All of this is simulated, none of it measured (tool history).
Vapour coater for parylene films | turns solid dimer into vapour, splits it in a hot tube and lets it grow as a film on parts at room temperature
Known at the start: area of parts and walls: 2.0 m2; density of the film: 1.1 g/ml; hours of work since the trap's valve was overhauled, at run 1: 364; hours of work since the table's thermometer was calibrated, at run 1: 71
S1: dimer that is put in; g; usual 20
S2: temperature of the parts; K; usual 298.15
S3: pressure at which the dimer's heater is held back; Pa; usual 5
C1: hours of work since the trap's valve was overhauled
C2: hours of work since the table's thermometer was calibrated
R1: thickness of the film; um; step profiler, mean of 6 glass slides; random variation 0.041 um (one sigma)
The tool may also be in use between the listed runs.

{"run": 1, "hour": 0.0, "S1": 20, "S2": 298.15, "S3": 5, "C1": 364, "C2": 71, "R1": 4.33}
{"run": 2, "hour": 25.6, "S1": 20, "S2": 298.15, "S3": 5, "C1": 385, "C2": 92, "R1": 4.27}
{"run": 3, "hour": 57.7, "S1": 20, "S2": 298.15, "S3": 5, "C1": 412, "C2": 119, "R1": 4.27}
{"run": 4, "hour": 84.0, "S1": 20, "S2": 298.15, "S3": 4.97, "C1": 434, "C2": 141, "R1": 4.22}
{"run": 5, "hour": 126.3, "S1": 20, "S2": 298.15, "S3": 4.97, "C1": 469, "C2": 177, "R1": 4.17}
{"run": 6, "hour": 152.8, "S1": 12, "S2": 298.15, "S3": 5, "C1": 491, "C2": 199, "R1": 2.5}
{"hour": 182.2, "done": "trap's valve overhauled"}
{"run": 7, "hour": 196.9, "S1": 14, "S2": 298.15, "S3": 5, "C1": 12, "C2": 232, "R1": 3.1}
{"run": 8, "hour": 228.6, "S1": 14, "S2": 298.15, "S3": 5, "C1": 39, "C2": 259, "R1": 3.08}
{"run": 9, "hour": 269.7, "S1": 9, "S2": 298.15, "S3": 5, "C1": 73, "C2": 293, "R1": 1.94}
{"run": 10, "hour": 302.7, "S1": 9, "S2": 298.15, "S3": 5, "C1": 101, "C2": 320, "R1": 1.98}
{"run": 11, "hour": 326.1, "S1": 20, "S2": 298.15, "S3": 5, "C1": 120, "C2": 340, "R1": 4.39}
{"run": 12, "hour": 367.3, "S1": 20, "S2": 298.15, "S3": 5, "C1": 154, "C2": 374, "R1": 4.39}
{"run": 13, "hour": 409.2, "S1": 20, "S2": 292.15, "S3": 5, "C1": 189, "C2": 409, "R1": 5.61}
{"run": 14, "hour": 451.3, "S1": 20, "S2": 292.15, "S3": 5, "C1": 225, "C2": 444, "R1": 5.61}
{"run": 15, "hour": 480.8, "S1": 20, "S2": 292.15, "S3": 5, "C1": 249, "C2": 469, "R1": 5.59}
{"run": 16, "hour": 498.8, "S1": 34, "S2": 292.15, "S3": 4.89, "C1": 264, "C2": 484, "R1": 9.58}
{"run": 17, "hour": 531.5, "S1": 34, "S2": 292.15, "S3": 4.89, "C1": 292, "C2": 511, "R1": 9.49}
{"run": 18, "hour": 566.9, "S1": 35, "S2": 308.15, "S3": 6.9, "C1": 321, "C2": 541, "R1": 4.71}

The next listed run, before its measurement:
{"run": 19, "hour": 586.3, "S1": 15, "S2": 300.15, "S3": 5, "C1": 337, "C2": 557, "R1": "?"}

{"run 19": {"R1": 2.94}}
Without the tool's hidden state the same run would have given R1 3.1 um.
